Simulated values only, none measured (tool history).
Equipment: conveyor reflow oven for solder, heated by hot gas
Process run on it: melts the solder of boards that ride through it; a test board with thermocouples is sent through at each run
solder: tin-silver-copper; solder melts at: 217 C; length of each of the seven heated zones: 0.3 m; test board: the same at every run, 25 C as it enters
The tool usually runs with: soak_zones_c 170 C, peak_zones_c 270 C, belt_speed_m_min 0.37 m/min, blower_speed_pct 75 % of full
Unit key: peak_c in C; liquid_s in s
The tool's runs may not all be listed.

Run 1, hour 0: usual settings. Result: peak_c 257.8 C, liquid_s 77.3 s.
Run 2, hour 51: usual settings. Result: peak_c 257.9 C, liquid_s 77 s.
Run 3, hour 93.4: usual settings but soak_zones_c 171 C. Result: peak_c 257.8 C, liquid_s 77.5 s.
Run 4, hour 167.8: usual settings but blower_speed_pct 51 % of full. Result: peak_c 253.3 C, liquid_s 72.1 s.
Run 5, hour 237.6: usual settings but blower_speed_pct 51 % of full. Result: peak_c 253.2 C, liquid_s 71.7 s.
Run 6, hour 275.9: usual settings. Result: peak_c 258.2 C, liquid_s 77.2 s.
Run 7, hour 335.1: usual settings but peak_zones_c 259 C. Result: peak_c 247.6 C, liquid_s 69 s.
Run 8, hour 395.3: usual settings. Result: peak_c 257.8 C, liquid_s 76.9 s.
At hour 422.7: flux residue cleaned out of gas plates and filters.
Run 9, hour 466.2: usual settings. Result: peak_c 257.8 C, liquid_s 77.2 s.
Run 10, hour 519.6: usual settings. Result: peak_c 257.7 C, liquid_s 77.1 s.
Run 11, hour 583.5: usual settings. Result: peak_c 258 C, liquid_s 77 s.
Run 12, hour 625: usual settings but peak_zones_c 283 C. Result: peak_c 270.2 C, liquid_s 84.8 s.
Run 13, hour 677.6: usual settings but peak_zones_c 283 C. Result: peak_c 270 C, liquid_s 85.2 s.
Run 14, hour 720.3: usual settings but blower_speed_pct 76 % of full. Result: peak_c 258.2 C, liquid_s 77 s.
Run 15, hour 774.5: usual settings. Result: peak_c 257.5 C, liquid_s 77 s.
Run 16, hour 841.9: usual settings but peak_zones_c 272 C. Result: peak_c 259.6 C, liquid_s 78.5 s.
Run 17, hour 880: usual settings but soak_zones_c 171 C, blower_speed_pct 56 % of full. Result: peak_c 254.8 C, liquid_s 73.9 s.
Run 18, hour 924.9: usual settings but soak_zones_c 180 C, peak_zones_c 282 C. Result: peak_c 270.5 C, liquid_s 89.2 s.
At hour 974.9: flux residue cleaned out of gas plates and filters.
Run 19, hour 982.8: usual settings but soak_zones_c 180 C, peak_zones_c 266 C, belt_speed_m_min 0.318 m/min, blower_speed_pct 54 % of full. Result: peak_c 256.1 C, liquid_s 93.9 s.
Run 20, hour 1044: usual settings but soak_zones_c 180 C, peak_zones_c 266 C, belt_speed_m_min 0.318 m/min, blower_speed_pct 54 % of full. Result: peak_c 256.2 C, liquid_s 93.2 s.
Run 21, hour 1089.4: usual settings but soak_zones_c 180 C, peak_zones_c 266 C, belt_speed_m_min 0.318 m/min, blower_speed_pct 54 % of full. Result: peak_c 255.9 C, liquid_s 94 s.
Run 22, hour 1155: usual settings but soak_zones_c 183 C, peak_zones_c 274 C, blower_speed_pct 51 % of full. Result: peak_c 258.9 C, liquid_s 83.1 s.
Run 23, hour 1214.1: usual settings but soak_zones_c 169 C. Result: peak_c 257.8 C, liquid_s 76.8 s.
Run 24, hour 1259.4: usual settings but soak_zones_c 169 C, peak_zones_c 274 C. Result: peak_c 261.7 C, liquid_s 78.9 s.
Run 25, hour 1299.6: usual settings but soak_zones_c 169 C, peak_zones_c 274 C. Result: peak_c 261.4 C, liquid_s 79.3 s.
Run 26, hour 1354.7: usual settings but soak_zones_c 169 C, peak_zones_c 274 C. Result: peak_c 261.4 C, liquid_s 79.5 s.
Run 27, hour 1427.3: usual settings but soak_zones_c 169 C, peak_zones_c 274 C. Result: peak_c 261 C, liquid_s 79.4 s.
Run 28, hour 1467.3: usual settings but soak_zones_c 174 C, blower_speed_pct 53 % of full. Result: peak_c 254.5 C, liquid_s 75.3 s.
Run 29, hour 1510.3: usual settings but soak_zones_c 174 C, blower_speed_pct 53 % of full. Result: peak_c 254.2 C, liquid_s 75.2 s.
At hour 1526.7: flux residue cleaned out of gas plates and filters.
Run 30, hour 1582.5: usual settings but soak_zones_c 174 C, belt_speed_m_min 0.328 m/min, blower_speed_pct 53 % of full. Result: peak_c 258.2 C, liquid_s 88.7 s.
Run 31, hour 1638.2: usual settings but soak_zones_c 174 C, belt_speed_m_min 0.328 m/min, blower_speed_pct 53 % of full. Result: peak_c 258.3 C, liquid_s 89.3 s.

Predict each of these 3 candidate next runs independently; none follows another, all start after run 31:
Run A, hour 1706.6: usual settings but blower_speed_pct 77 % of full. Result: peak_c ?, liquid_s ?.
Run B, hour 1706.6: usual settings but peak_zones_c 273 C. Result: peak_c ?, liquid_s ?.
Run C, hour 1706.6: usual settings but soak_zones_c 174 C, peak_zones_c 261 C, belt_speed_m_min 0.328 m/min, blower_speed_pct 53 % of full. Result: peak_c ?, liquid_s ?.

run  peak_c  liquid_s
  A   258.4      77.1
  B   261.1      79.2
  C     250      81.4
What these runs would have given with no unlogged condition in the tool:
run  peak_c  liquid_s
  A   258.3      77.1
  B     261      79.1
  C   249.9      81.4

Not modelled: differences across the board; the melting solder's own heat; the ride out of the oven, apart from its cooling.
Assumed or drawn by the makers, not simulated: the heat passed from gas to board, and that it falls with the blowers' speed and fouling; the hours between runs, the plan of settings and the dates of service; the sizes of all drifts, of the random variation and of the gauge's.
